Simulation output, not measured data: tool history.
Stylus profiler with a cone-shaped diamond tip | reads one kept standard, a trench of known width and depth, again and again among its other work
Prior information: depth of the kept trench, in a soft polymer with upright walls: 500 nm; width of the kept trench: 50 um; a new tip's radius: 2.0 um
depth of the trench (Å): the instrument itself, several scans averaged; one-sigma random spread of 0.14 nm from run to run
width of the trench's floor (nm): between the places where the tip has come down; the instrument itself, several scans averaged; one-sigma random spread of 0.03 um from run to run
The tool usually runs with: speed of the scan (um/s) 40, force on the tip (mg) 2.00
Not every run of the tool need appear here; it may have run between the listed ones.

| run | hour | speed of the scan (um/s) | force on the tip (mg) | depth of the trench (Å) | width of the trench's floor (nm) |
|---|---|---|---|---|---|
| 1 | 0.0 | 40 | 2.00 | 5074.9 | 47150 |
| 2 | 30.5 | 40 | 2.00 | 5075.1 | 47110 |
| 3 | 64.8 | 40 | 2.00 | 5072.7 | 47090 |
| 4 | 94.1 | 40 | 2.00 | 5073.3 | 47090 |
| 5 | 117.1 | 40 | 2.00 | 5072.2 | 47110 |
| 6 | 138.6 | 40 | 2.00 | 5072.0 | 47080 |
| 7 | 165.5 | 40 | 2.00 | 5074.0 | 47160 |
| 8 | 199.5 | 40 | 2.00 | 5068.8 | 47130 |
| 9 | 233.7 | 40 | 1.22 | 5053.2 | 47050 |
| 10 | 257.1 | 40 | 1.91 | 5069.6 | 47070 |
| 11 | 280.6 | 137 | 2.00 | 5071.2 | 46510 |
| 12 | 306.2 | 137 | 2.00 | 5070.9 | 46530 |
| 13 | 326.1 | 137 | 2.00 | 5072.6 | 46540 |
| 14 | 344.1 | 137 | 1.06 | 5046.2 | 46220 |
| 15 | 362.4 | 137 | 1.06 | 5047.8 | 46210 |
| 16 | 394.8 | 18 | 1.06 | 5046.1 | 47200 |
| 17 | 415.8 | 18 | 1.06 | 5047.5 | 47220 |
| 18 | 446.2 | 40 | 2.00 | 5071.2 | 47190 |
| 19 | 471.8 | 40 | 2.00 | 5069.1 | 47120 |
| 20 | 490.6 | 40 | 2.00 | 5072.4 | 47100 |
| 21 | 517.6 | 32 | 2.43 | 5083.2 | 47200 |
| 22 | 538.0 | 40 | 1.07 | 5047.0 | 47040 |
| 23 | 571.5 | 45 | 2.53 | 5083.4 | 47150 |
| 24 | 600.6 | 46 | 0.99 | 5043.3 | 46990 |
| 25 | 623.9 | 72 | 4.58 | 5127.1 | 46990 |
| 26 | 641.2 | 131 | 4.73 | 5127.7 | 46900 |
| 27 | 666.7 | 17 | 0.87 | 5038.0 | 47210 |
| 28 | 685.2 | 17 | 0.87 | 5042.2 | 47200 |
| 29 | 710.1 | 17 | 0.87 | 5041.5 | 47220 |
| 30 | 735.8 | 17 | 0.87 | 5042.4 | 47230 |
| 31 | 768.5 | 134 | 5.98 | 5149.2 | 46910 |
| 32 | 792.6 | 21 | 3.16 | 5098.3 | 47250 |
| 33 | 809.0 | 33 | 2.36 | 5078.3 | 47120 |
| 34 | 840.8 | 43 | 4.71 | 5127.6 | 47150 |
| 35 | 857.3 | 54 | 3.02 | 5093.3 | 47070 |
| 36 | 882.0 | 54 | 3.02 | 5093.4 | 47070 |
| 37 | 916.5 | 19 | 0.77 | 5040.2 | 47130 |
| 38 | 938.2 | 32 | 1.91 | 5068.7 | 47170 |
| 39 | 954.7 | 79 | 1.50 | 5059.1 | 46830 |
| 40 | 970.9 | 141 | 3.17 | 5100.6 | 46680 |

Each row is a separate what-if for the run after 40, all from the same tool condition, not one after another. Results?
| A | 997.6 | 40 | 1.90 | ? | ? |
| B | 997.6 | 27 | 5.36 | ? | ? |
| C | 997.6 | 61 | 2.31 | ? | ? |
| D | 997.6 | 29 | 4.58 | ? | ? |
| E | 997.6 | 107 | 2.00 | ? | ? |

| run | depth of the trench (Å) | width of the trench's floor (nm) |
|---|---|---|
| A | 5068.0 | 47070 |
| B | 5139.3 | 47310 |
| C | 5077.8 | 47020 |
| D | 5121.3 | 47250 |
| E | 5070.7 | 46700 |
Without the tool's hidden state the same runs would have given:
| run | depth of the trench (Å) | width of the trench's floor (nm) |
|---|---|---|
| A | 5068.2 | 47070 |
| B | 5139.5 | 47320 |
| C | 5078.0 | 47020 |
| D | 5121.5 | 47250 |
| E | 5070.9 | 46700 |
